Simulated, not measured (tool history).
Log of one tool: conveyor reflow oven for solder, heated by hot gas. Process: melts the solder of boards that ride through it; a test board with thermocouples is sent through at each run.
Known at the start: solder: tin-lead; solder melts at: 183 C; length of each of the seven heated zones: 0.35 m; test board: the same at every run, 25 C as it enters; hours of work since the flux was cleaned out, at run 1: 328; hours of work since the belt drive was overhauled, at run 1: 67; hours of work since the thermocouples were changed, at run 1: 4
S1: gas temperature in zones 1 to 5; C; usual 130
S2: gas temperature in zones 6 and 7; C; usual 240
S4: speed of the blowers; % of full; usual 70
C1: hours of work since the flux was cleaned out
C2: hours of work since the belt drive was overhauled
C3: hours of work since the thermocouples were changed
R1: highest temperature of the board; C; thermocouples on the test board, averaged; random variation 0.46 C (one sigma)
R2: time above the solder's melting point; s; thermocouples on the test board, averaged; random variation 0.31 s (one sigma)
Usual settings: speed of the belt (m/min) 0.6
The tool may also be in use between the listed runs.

run 1 hour=0 | S1=130 S2=240 speed_of_the_belt_(m/min)=0.6 S4=70 | C1=328 C2=67 C3=4 | R1=224.2 R2=54.6
run 2 hour=4.9 | S1=130 S2=240 speed_of_the_belt_(m/min)=0.6 S4=70 | C1=332 C2=70 C3=7 | R1=223.7 R2=55
run 3 hour=13.4 | S1=130 S2=241 speed_of_the_belt_(m/min)=0.6 S4=70 | C1=338 C2=76 C3=13 | R1=225.4 R2=55.2
run 4 hour=24.2 | S1=130 S2=241 speed_of_the_belt_(m/min)=0.6 S4=70 | C1=346 C2=84 C3=21 | R1=224.4 R2=55.3
run 5 hour=30.6 | S1=130 S2=241 speed_of_the_belt_(m/min)=0.6 S4=60 | C1=350 C2=88 C3=26 | R1=222.3 R2=52.9
run 6 hour=40.2 | S1=130 S2=240 speed_of_the_belt_(m/min)=0.6 S4=70 | C1=357 C2=95 C3=32 | R1=223.4 R2=55.3
run 7 hour=51.1 | S1=130 S2=240 speed_of_the_belt_(m/min)=0.6 S4=70 | C1=365 C2=103 C3=40 | R1=223.3 R2=55
run 8 hour=57.3 | S1=130 S2=231 speed_of_the_belt_(m/min)=0.6 S4=70 | C1=369 C2=107 C3=45 | R1=216 R2=49.3
run 9 hour=63.8 | S1=130 S2=231 speed_of_the_belt_(m/min)=0.6 S4=70 | C1=374 C2=112 C3=49 | R1=216.5 R2=49.8
run 10 hour=72.9 | S1=130 S2=240 speed_of_the_belt_(m/min)=0.6 S4=70 | C1=380 C2=118 C3=56 | R1=224 R2=54.5
run 11 hour=78.1 | S1=130 S2=240 speed_of_the_belt_(m/min)=0.6 S4=70 | C1=384 C2=122 C3=59 | R1=224.1 R2=54.1
run 12 hour=86.2 | S1=130 S2=240 speed_of_the_belt_(m/min)=0.6 S4=74 | C1=390 C2=128 C3=65 | R1=224.6 R2=55.3
run 13 hour=92 | S1=130 S2=244 speed_of_the_belt_(m/min)=0.6 S4=52 | C1=394 C2=132 C3=69 | R1=221.8 R2=52.4
run 14 hour=100.8 | S1=141 S2=240 speed_of_the_belt_(m/min)=0.688 S4=70 | C1=400 C2=138 C3=76 | R1=222.1 R2=48
run 15 hour=106.1 | S1=134 S2=240 speed_of_the_belt_(m/min)=0.606 S4=90 | C1=404 C2=142 C3=79 | R1=228.3 R2=57.9
run 16 hour=112 | S1=141 S2=240 speed_of_the_belt_(m/min)=0.537 S4=61 | C1=408 C2=146 C3=83 | R1=227.4 R2=66.7
run 17 hour=120.7 | S1=141 S2=240 speed_of_the_belt_(m/min)=0.537 S4=61 | C1=414 C2=153 C3=90 | R1=226.6 R2=67
run 18 hour=128.3 | S1=141 S2=240 speed_of_the_belt_(m/min)=0.537 S4=61 | C1=420 C2=158 C3=95 | R1=227.3 R2=66.5
run 19 hour=134.3 | S1=141 S2=240 speed_of_the_belt_(m/min)=0.537 S4=61 | C1=424 C2=162 C3=99 | R1=227.1 R2=66.3
run 20 hour=145 | S1=126 S2=236 speed_of_the_belt_(m/min)=0.506 S4=54 | C1=432 C2=170 C3=107 | R1=220.9 R2=61.3
run 21 hour=155.8 | S1=132 S2=247 speed_of_the_belt_(m/min)=0.554 S4=54 | C1=439 C2=178 C3=115 | R1=228.5 R2=62.6
run 22 hour=163.7 | S1=134 S2=249 speed_of_the_belt_(m/min)=0.692 S4=58 | C1=445 C2=183 C3=120 | R1=223.1 R2=47.3
-- hour=169.6 flux residue cleaned out of gas plates and filters
run 23 hour=178.4 | S1=144 S2=240 speed_of_the_belt_(m/min)=0.586 S4=70 | C1=6 C2=190 C3=127 | R1=227 R2=61.6

How the hidden state differs across the entries between the runs, from the last listed run before each to the first after it:
Between runs 22 and 23: flux residue cleaned out of gas plates and filters (hour 169.6)
  heat that the gas passes to the board, % of a clean oven's: 99.7 -> 100
